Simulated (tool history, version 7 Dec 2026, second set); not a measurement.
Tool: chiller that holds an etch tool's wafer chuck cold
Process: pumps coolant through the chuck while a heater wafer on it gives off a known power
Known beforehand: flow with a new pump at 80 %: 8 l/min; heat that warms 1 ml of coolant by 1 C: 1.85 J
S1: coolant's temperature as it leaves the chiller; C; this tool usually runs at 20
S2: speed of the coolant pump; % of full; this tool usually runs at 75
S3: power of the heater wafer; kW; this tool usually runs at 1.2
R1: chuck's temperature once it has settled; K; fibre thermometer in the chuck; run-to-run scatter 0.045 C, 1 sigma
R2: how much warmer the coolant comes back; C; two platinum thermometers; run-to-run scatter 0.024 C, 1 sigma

{"run": 1, "hour": 0.0, "S1": 20, "S2": 75, "S3": 1.2, "R1": 302.78, "R2": 5.31}
{"run": 2, "hour": 160.0, "S1": 20, "S2": 75, "S3": 1.2, "R1": 302.78, "R2": 5.37}
{"run": 3, "hour": 256.6, "S1": 20, "S2": 75, "S3": 1.2, "R1": 302.7, "R2": 5.37}
{"run": 4, "hour": 390.8, "S1": 20, "S2": 75, "S3": 1.2, "R1": 302.66, "R2": 5.35}
{"run": 5, "hour": 496.1, "S1": 20, "S2": 75, "S3": 1.2, "R1": 302.83, "R2": 5.4}
{"run": 6, "hour": 667.2, "S1": 20, "S2": 75, "S3": 1.2, "R1": 302.78, "R2": 5.35}
{"run": 7, "hour": 788.9, "S1": 20, "S2": 75, "S3": 1.2, "R1": 302.84, "R2": 5.3}
{"run": 8, "hour": 908.3, "S1": 10, "S2": 75, "S3": 1.2, "R1": 292.81, "R2": 5.39}
{"run": 9, "hour": 1093.2, "S1": 10, "S2": 75, "S3": 1.2, "R1": 292.84, "R2": 5.35}
{"run": 10, "hour": 1203.3, "S1": 10, "S2": 75, "S3": 1.69, "R1": 296.82, "R2": 7.61}
{"run": 11, "hour": 1345.7, "S1": 20, "S2": 75, "S3": 1.2, "R1": 302.84, "R2": 5.39}
{"run": 12, "hour": 1495.6, "S1": 20, "S2": 75, "S3": 1.2, "R1": 302.86, "R2": 5.42}
{"run": 13, "hour": 1640.0, "S1": 20, "S2": 75, "S3": 1.2, "R1": 302.78, "R2": 5.41}
{"run": 14, "hour": 1782.8, "S1": 20, "S2": 75, "S3": 1.154, "R1": 302.42, "R2": 5.2}
{"run": 15, "hour": 1954.6, "S1": 20, "S2": 91, "S3": 1.2, "R1": 301.66, "R2": 4.43}
{"run": 16, "hour": 2146.0, "S1": 20, "S2": 91, "S3": 1.2, "R1": 301.6, "R2": 4.42}
{"hour": 2162.6, "done": "chiller's thermometer calibrated"}
{"run": 17, "hour": 2322.7, "S1": 18, "S2": 74, "S3": 1.2, "R1": 301.21, "R2": 5.51}
{"run": 18, "hour": 2521.5, "S1": 29, "S2": 96, "S3": 0.978, "R1": 309.06, "R2": 3.43}
{"run": 19, "hour": 2627.4, "S1": 23, "S2": 75, "S3": 0.783, "R1": 302.67, "R2": 3.52}
{"run": 20, "hour": 2784.5, "S1": 23, "S2": 75, "S3": 0.783, "R1": 302.67, "R2": 3.54}
{"run": 21, "hour": 2886.1, "S1": 23, "S2": 75, "S3": 0.783, "R1": 302.69, "R2": 3.53}
{"run": 22, "hour": 3047.1, "S1": 21, "S2": 75, "S3": 0.837, "R1": 301.06, "R2": 3.85}
{"run": 23, "hour": 3176.6, "S1": 12, "S2": 75, "S3": 0.853, "R1": 292.27, "R2": 3.89}
{"run": 24, "hour": 3343.0, "S1": 12, "S2": 75, "S3": 0.853, "R1": 292.2, "R2": 3.9}
{"run": 25, "hour": 3535.1, "S1": 16, "S2": 75, "S3": 1.2, "R1": 299.21, "R2": 5.47}
{"run": 26, "hour": 3656.9, "S1": 20, "S2": 75, "S3": 0.653, "R1": 298.45, "R2": 2.97}
{"run": 27, "hour": 3757.8, "S1": 20, "S2": 75, "S3": 0.653, "R1": 298.52, "R2": 2.97}
{"run": 28, "hour": 3855.3, "S1": 26, "S2": 97, "S3": 1.016, "R1": 306.29, "R2": 3.57}
{"run": 29, "hour": 3943.4, "S1": 20, "S2": 97, "S3": 1.385, "R1": 303.1, "R2": 4.85}
{"run": 30, "hour": 4104.9, "S1": 25, "S2": 74, "S3": 0.704, "R1": 304.01, "R2": 3.31}

Expected results for the next run?
{"hour": 4146.8, "done": "coolant changed, channels flushed"}
{"run": 31, "hour": 4230.4, "S1": 27, "S2": 97, "S3": 0.897, "R1": "?", "R2": "?"}

Logged for run 31: R1 305.81 K, R2 3.14 C.
On a tool with no hidden condition, and with the same random variation, this run would have come out at R1 305.78 K, R2 2.95 C.
